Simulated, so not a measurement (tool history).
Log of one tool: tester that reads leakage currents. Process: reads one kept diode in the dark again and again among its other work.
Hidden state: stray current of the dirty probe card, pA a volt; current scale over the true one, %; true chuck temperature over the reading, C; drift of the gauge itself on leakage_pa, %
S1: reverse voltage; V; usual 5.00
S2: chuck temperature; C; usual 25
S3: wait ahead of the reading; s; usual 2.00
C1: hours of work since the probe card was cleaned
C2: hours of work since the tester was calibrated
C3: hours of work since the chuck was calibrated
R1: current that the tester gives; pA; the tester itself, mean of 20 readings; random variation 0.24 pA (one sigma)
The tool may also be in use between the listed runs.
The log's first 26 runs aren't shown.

run	hour	S1	S2	S3	C1	C2	C3	R1
27	2176.3	9.05	46	0.85	262	1282	1600	623.66
28	2239.1	9.05	46	0.85	299	1319	1637	623.18
29	2309.1	9.05	24	0.85	341	1360	1678	94.10
30	2393.0	5.00	27	9.90	390	1410	1728	94.50
31	2447.0	1.27	34	0.60	422	1442	1759	98.44
32	2529.7	5.00	59	0.37	471	1490	1808	1316.62
33	2637.5	5.00	26	0.66	534	1554	1872	87.62
34	2743.1	8.02	50	0.90	597	1616	1934	811.55

Run 35 comes next. What will it give?
35	2792.4	2.95	33	0.78	626	1645	1963	?

{"run 35": {"R1": 129.87}}
Without the tool's hidden state the same run would have given R1 129.84 pA.
